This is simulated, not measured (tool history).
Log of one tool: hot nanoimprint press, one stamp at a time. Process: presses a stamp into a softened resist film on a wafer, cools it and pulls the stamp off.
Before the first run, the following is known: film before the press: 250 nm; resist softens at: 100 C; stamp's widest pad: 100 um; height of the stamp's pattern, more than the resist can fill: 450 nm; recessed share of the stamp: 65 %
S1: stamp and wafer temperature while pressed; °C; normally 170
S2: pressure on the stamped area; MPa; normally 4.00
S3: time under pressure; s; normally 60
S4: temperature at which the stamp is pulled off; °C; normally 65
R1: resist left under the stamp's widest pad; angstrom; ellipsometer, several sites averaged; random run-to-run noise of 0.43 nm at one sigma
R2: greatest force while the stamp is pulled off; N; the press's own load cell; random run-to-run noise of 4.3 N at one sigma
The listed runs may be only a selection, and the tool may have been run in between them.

| run | hour | S1 | S2 | S3 | S4 | R1 | R2 |
|---|---|---|---|---|---|---|---|
| 1 | 0.0 | 170 | 4.00 | 60 | 65 | 988 | 210 |
|  | 55.5 | stamp cleaned and given a new release coat |
| 2 | 62.4 | 170 | 4.00 | 60 | 65 | 989 | 217 |
| 3 | 100.4 | 170 | 4.00 | 60 | 65 | 999 | 207 |
| 4 | 145.0 | 170 | 4.00 | 60 | 62 | 992 | 220 |
| 5 | 182.8 | 170 | 4.00 | 60 | 62 | 1002 | 236 |
| 6 | 208.2 | 170 | 4.00 | 60 | 62 | 993 | 224 |
| 7 | 247.2 | 170 | 4.00 | 48 | 65 | 1084 | 209 |
| 8 | 279.0 | 181 | 4.00 | 48 | 65 | 738 | 213 |
| 9 | 335.1 | 181 | 4.00 | 48 | 65 | 742 | 215 |
|  | 346.5 | plate thermocouple calibrated |
|  | 377.8 | stamp cleaned and given a new release coat |
| 10 | 390.9 | 181 | 4.00 | 48 | 65 | 735 | 216 |
| 11 | 422.5 | 181 | 4.00 | 48 | 65 | 741 | 213 |
| 12 | 474.8 | 181 | 4.00 | 48 | 65 | 740 | 203 |
| 13 | 500.5 | 181 | 4.00 | 90 | 65 | 572 | 207 |
| 14 | 555.0 | 181 | 4.00 | 90 | 65 | 569 | 208 |
| 15 | 605.7 | 181 | 4.00 | 90 | 65 | 575 | 209 |
|  | 640.1 | press's hydraulic seals changed and the load cell set to zero |
| 16 | 664.4 | 170 | 4.00 | 53 | 60 | 1042 | 243 |
|  | 704.4 | stamp cleaned and given a new release coat |
| 17 | 725.0 | 170 | 4.00 | 75 | 52 | 913 | 270 |
| 18 | 771.9 | 167 | 5.38 | 63 | 73 | 936 | 164 |
| 19 | 815.4 | 176 | 4.50 | 63 | 64 | 737 | 219 |
|  | 845.8 | plate thermocouple calibrated |
| 20 | 845.8 | 176 | 4.50 | 63 | 64 | 746 | 214 |
| 21 | 889.7 | 178 | 4.00 | 60 | 65 | 744 | 207 |
| 22 | 941.2 | 178 | 4.00 | 47 | 68 | 823 | 193 |
| 23 | 991.6 | 178 | 4.00 | 44 | 68 | 841 | 199 |
|  | 1025.7 | stamp cleaned and given a new release coat |
| 24 | 1034.4 | 170 | 4.00 | 31 | 65 | 1271 | 211 |
| 25 | 1076.2 | 160 | 4.00 | 31 | 56 | 1716 | 259 |
| 26 | 1123.7 | 180 | 5.53 | 31 | 52 | 765 | 282 |
| 27 | 1158.4 | 180 | 5.53 | 31 | 52 | 768 | 277 |
| 28 | 1186.6 | 180 | 4.24 | 31 | 58 | 889 | 246 |
| 29 | 1226.1 | 169 | 6.18 | 48 | 68 | 903 | 188 |

Forecast each of these 4 alternatives for the next run:
| A | 1262.9 | 168 | 3.92 | 47 | 68 | ? | ? |
| B | 1262.9 | 162 | 3.76 | 78 | 65 | ? | ? |
| C | 1262.9 | 169 | 2.90 | 48 | 59 | ? | ? |
| D | 1262.9 | 170 | 3.48 | 52 | 65 | ? | ? |

| run | R1 | R2 |
|---|---|---|
| A | 1181 | 196 |
| B | 1245 | 211 |
| C | 1305 | 241 |
| D | 1126 | 211 |
With no hidden state in the tool, these same runs would have given:
| run | R1 | R2 |
|---|---|---|
| A | 1178 | 194 |
| B | 1242 | 209 |
| C | 1302 | 238 |
| D | 1124 | 209 |

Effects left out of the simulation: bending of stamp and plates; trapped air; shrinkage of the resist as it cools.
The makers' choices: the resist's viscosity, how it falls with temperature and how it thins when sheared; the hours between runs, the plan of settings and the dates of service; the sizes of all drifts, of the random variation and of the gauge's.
